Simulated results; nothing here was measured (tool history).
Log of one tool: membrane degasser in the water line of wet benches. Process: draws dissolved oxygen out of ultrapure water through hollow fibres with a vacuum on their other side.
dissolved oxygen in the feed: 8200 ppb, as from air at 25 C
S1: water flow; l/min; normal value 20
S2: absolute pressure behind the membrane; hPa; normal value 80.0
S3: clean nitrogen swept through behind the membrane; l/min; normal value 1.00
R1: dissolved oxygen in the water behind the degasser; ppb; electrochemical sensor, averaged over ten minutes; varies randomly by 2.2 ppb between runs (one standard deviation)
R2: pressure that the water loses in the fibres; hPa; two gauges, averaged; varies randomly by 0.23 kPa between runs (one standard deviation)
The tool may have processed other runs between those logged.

run 1 hour=0.0 | S1=20 S2=80.0 S3=1.00 | R1=221.8 R2=602.1
run 2 hour=121.0 | S1=20 S2=80.0 S3=1.00 | R1=222.6 R2=602.1
run 3 hour=342.5 | S1=17 S2=80.0 S3=1.00 | R1=190.5 R2=510.0
run 4 hour=496.8 | S1=20 S2=80.0 S3=1.00 | R1=219.9 R2=604.7
run 5 hour=702.2 | S1=20 S2=80.0 S3=1.00 | R1=222.2 R2=599.3
-- hour=746.4 seals of the vacuum lines changed
run 6 hour=878.5 | S1=21 S2=88.9 S3=1.00 | R1=269.4 R2=629.9
run 7 hour=1047.3 | S1=22 S2=80.0 S3=1.39 | R1=185.1 R2=658.2
run 8 hour=1172.8 | S1=22 S2=80.0 S3=1.39 | R1=181.6 R2=659.0
run 9 hour=1399.0 | S1=16 S2=57.6 S3=1.99 | R1=56.5 R2=480.5
run 10 hour=1590.9 | S1=16 S2=120.3 S3=1.00 | R1=325.1 R2=479.3

Alternative continuations, all from the tool just after run 10; predict every row:
run A hour=1740.4 | S1=14 S2=74.2 S3=1.00 | R1=? R2=?
run B hour=1740.4 | S1=22 S2=126.3 S3=1.00 | R1=? R2=?
run C hour=1740.4 | S1=16 S2=120.3 S3=0.61 | R1=? R2=?

run=A R1=140.8 R2=418.9
run=B R1=445.3 R2=659.9
run=C R1=479.7 R2=476.2
Without the tool's unlogged condition, the same runs would have read:
run=A R1=140.6 R2=421.5
run=B R1=445.1 R2=663.9
run=C R1=479.4 R2=479.1
